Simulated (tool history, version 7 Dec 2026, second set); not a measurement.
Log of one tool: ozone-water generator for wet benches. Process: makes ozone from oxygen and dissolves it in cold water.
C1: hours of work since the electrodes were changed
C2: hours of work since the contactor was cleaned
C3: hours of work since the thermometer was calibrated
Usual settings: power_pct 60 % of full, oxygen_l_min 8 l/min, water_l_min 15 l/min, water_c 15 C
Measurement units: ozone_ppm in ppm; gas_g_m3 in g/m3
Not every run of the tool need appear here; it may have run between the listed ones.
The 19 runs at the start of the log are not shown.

Run 20, hour 1948.3: usual settings but power_pct 76 % of full, oxygen_l_min 7.5 l/min, water_l_min 23 l/min, water_c 13 C; C1 2208; C2 535; C3 3715. Result: ozone_ppm 37.9 ppm, gas_g_m3 289.2 g/m3.
Run 21, hour 2045.1: usual settings but water_c 8 C; C1 2302; C2 629; C3 3809. Result: ozone_ppm 46.6 ppm, gas_g_m3 237.3 g/m3.
Run 22, hour 2156.4: usual settings but power_pct 68 % of full, oxygen_l_min 4.73 l/min, water_l_min 18 l/min; C1 2411; C2 738; C3 3917. Result: ozone_ppm 39.5 ppm, gas_g_m3 336.8 g/m3.
Run 23, hour 2228.9: usual settings but power_pct 68 % of full, oxygen_l_min 4.73 l/min, water_l_min 18 l/min; C1 2481; C2 808; C3 3988. Result: ozone_ppm 39.2 ppm, gas_g_m3 334 g/m3.
Run 24, hour 2354.8: usual settings but power_pct 66 % of full, oxygen_l_min 10.55 l/min, water_l_min 22 l/min; C1 2604; C2 931; C3 4111. Result: ozone_ppm 34.4 ppm, gas_g_m3 223.9 g/m3.
Run 25, hour 2425.4: usual settings but power_pct 46 % of full, oxygen_l_min 7.13 l/min, water_l_min 13 l/min, water_c 11 C; C1 2673; C2 1000; C3 4179. Result: ozone_ppm 40.4 ppm, gas_g_m3 211.1 g/m3.
Run 26, hour 2516.2: usual settings but power_pct 46 % of full, oxygen_l_min 7.13 l/min, water_l_min 13 l/min, water_c 11 C; C1 2761; C2 1088; C3 4268. Result: ozone_ppm 40.2 ppm, gas_g_m3 211.1 g/m3.
Run 27, hour 2649.9: usual settings but power_pct 46 % of full, oxygen_l_min 7.13 l/min, water_l_min 13 l/min, water_c 11 C; C1 2891; C2 1218; C3 4398. Result: ozone_ppm 40.7 ppm, gas_g_m3 209.4 g/m3.
Run 28, hour 2739.6: usual settings but power_pct 46 % of full, oxygen_l_min 7.13 l/min, water_l_min 13 l/min, water_c 11 C; C1 2979; C2 1306; C3 4485. Result: ozone_ppm 40.6 ppm, gas_g_m3 208.7 g/m3.
Run 29, hour 2867.2: usual settings but power_pct 46 % of full, oxygen_l_min 7.13 l/min, water_l_min 13 l/min, water_c 11 C; C1 3103; C2 1430; C3 4610. Result: ozone_ppm 40.2 ppm, gas_g_m3 210.4 g/m3.
At hour 2912.5: water thermometer calibrated.
Run 30, hour 3007.7: usual settings but power_pct 46 % of full, oxygen_l_min 9.84 l/min, water_l_min 16 l/min, water_c 11 C; C1 3239; C2 1566; C3 93. Result: ozone_ppm 34.8 ppm, gas_g_m3 180.1 g/m3.
Run 31, hour 3088.6: usual settings but power_pct 46 % of full, oxygen_l_min 7.26 l/min, water_l_min 20 l/min; C1 3318; C2 1645; C3 172. Result: ozone_ppm 28.5 ppm, gas_g_m3 206.8 g/m3.
Run 32, hour 3148.8: usual settings but oxygen_l_min 12.91 l/min, water_l_min 20 l/min; C1 3377; C2 1704; C3 230. Result: ozone_ppm 33.3 ppm, gas_g_m3 189.4 g/m3.
Run 33, hour 3257.4: usual settings but power_pct 74 % of full, oxygen_l_min 8.06 l/min, water_l_min 17 l/min, water_c 10 C; C1 3482; C2 1809; C3 336. Result: ozone_ppm 47.8 ppm, gas_g_m3 273.1 g/m3.

4 options for the next run, each taken on its own from the tool as it stands now. Forecast them:
Run A, hour 3377.8: usual settings but power_pct 74 % of full, oxygen_l_min 13 l/min, water_l_min 17 l/min, water_c 10 C; C1 3600; C2 1927; C3 453. Result: ozone_ppm ?, gas_g_m3 ?.
Run B, hour 3377.8: usual settings but power_pct 45 % of full, oxygen_l_min 14.08 l/min, water_l_min 17 l/min, water_c 10 C; C1 3600; C2 1927; C3 453. Result: ozone_ppm ?, gas_g_m3 ?.
Run C, hour 3377.8: usual settings but power_pct 68 % of full; C1 3600; C2 1927; C3 453. Result: ozone_ppm ?, gas_g_m3 ?.
Run D, hour 3377.8: usual settings but power_pct 70 % of full, oxygen_l_min 12.99 l/min; C1 3600; C2 1927; C3 453. Result: ozone_ppm ?, gas_g_m3 ?.

run  ozone_ppm  gas_g_m3
  A       46.5     215.9
  B       32.5     148.5
  C       44.3     261.1
  D       42.3     209.1
With no hidden state in the tool, these same runs would have given:
run  ozone_ppm  gas_g_m3
  A       46.6     216.2
  B       32.6     148.6
  C       44.4     261.5
  D       42.3     209.5
